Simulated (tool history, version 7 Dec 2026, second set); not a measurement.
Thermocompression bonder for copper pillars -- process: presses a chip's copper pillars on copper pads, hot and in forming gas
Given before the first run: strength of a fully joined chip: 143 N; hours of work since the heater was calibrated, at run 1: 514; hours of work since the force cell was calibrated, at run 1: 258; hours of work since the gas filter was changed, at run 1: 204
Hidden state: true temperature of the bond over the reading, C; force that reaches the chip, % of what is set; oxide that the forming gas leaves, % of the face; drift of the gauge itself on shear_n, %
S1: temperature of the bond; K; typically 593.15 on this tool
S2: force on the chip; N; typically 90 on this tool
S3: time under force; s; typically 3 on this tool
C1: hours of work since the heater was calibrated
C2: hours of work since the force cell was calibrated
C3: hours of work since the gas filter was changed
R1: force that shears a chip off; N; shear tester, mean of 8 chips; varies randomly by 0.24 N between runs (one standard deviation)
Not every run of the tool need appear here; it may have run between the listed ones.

run	day	S1	S2	S3	C1	C2	C3	R1
1	0.000	593.15	90	3	514	258	204	75.1
2	0.446	593.15	90	3	521	265	211	75.3
3	0.767	593.15	90	3	525	270	216	75.2
4	1.175	593.15	90	3	531	276	222	75.2
5	1.667	593.15	90	3	539	283	230	75.0
6	2.229	593.15	90	3	547	292	238	74.8
7	2.754	584.15	90	3	555	300	246	69.8
8	3.162	584.15	90	3	562	306	252	69.9
9	3.512	583.15	90	3	567	311	258	69.3
10	4.017	593.15	90	4	575	319	265	82.2
11	4.533	566.15	90	3	582	327	273	59.8
12	4.908	615.15	90	3	588	332	279	86.4
13	5.200	615.15	90	3	592	337	283	86.8
14	5.475	593.15	90	3	597	341	287	74.6
15	5.942	593.15	90	3	604	348	294	74.3
16	6.371	593.15	62	3	610	355	301	53.3
# day 6.754: forming gas filter changed
17	6.825	593.15	62	3	617	361	1	54.5
18	7.354	593.15	130	3	625	369	9	100.2
19	7.883	593.15	130	3	633	377	17	100.4
# day 7.979: force cell calibrated
20	8.367	593.15	130	3	639	6	23	99.7
21	8.988	593.15	69	5	648	15	33	71.5
22	9.262	593.15	69	5	653	19	37	71.6
23	9.588	593.15	69	5	658	24	42	71.3
24	10.200	593.15	69	5	667	34	51	71.3
25	10.583	593.15	69	5	673	39	57	71.3
26	10.933	593.15	69	5	678	45	62	71.2
27	11.267	593.15	66	2	683	50	67	48.4
# day 11.517: force cell calibrated, once more
28	11.717	591.15	90	8	689	3	73	101.6
29	12.158	591.15	90	8	696	10	80	101.6
30	12.712	591.15	90	8	704	18	88	101.3
31	13.225	600.15	135	3	712	26	96	107.5
32	13.633	610.15	57	3	718	32	102	59.0

Run 33, settings as shown, results not yet in. Your forecast:
33	13.925	610.15	57	3	722	36	107	?

R1: 58.7 N
If the tool had no hidden condition, the same run with the same run-to-run variation would have returned R1 58.1 N.
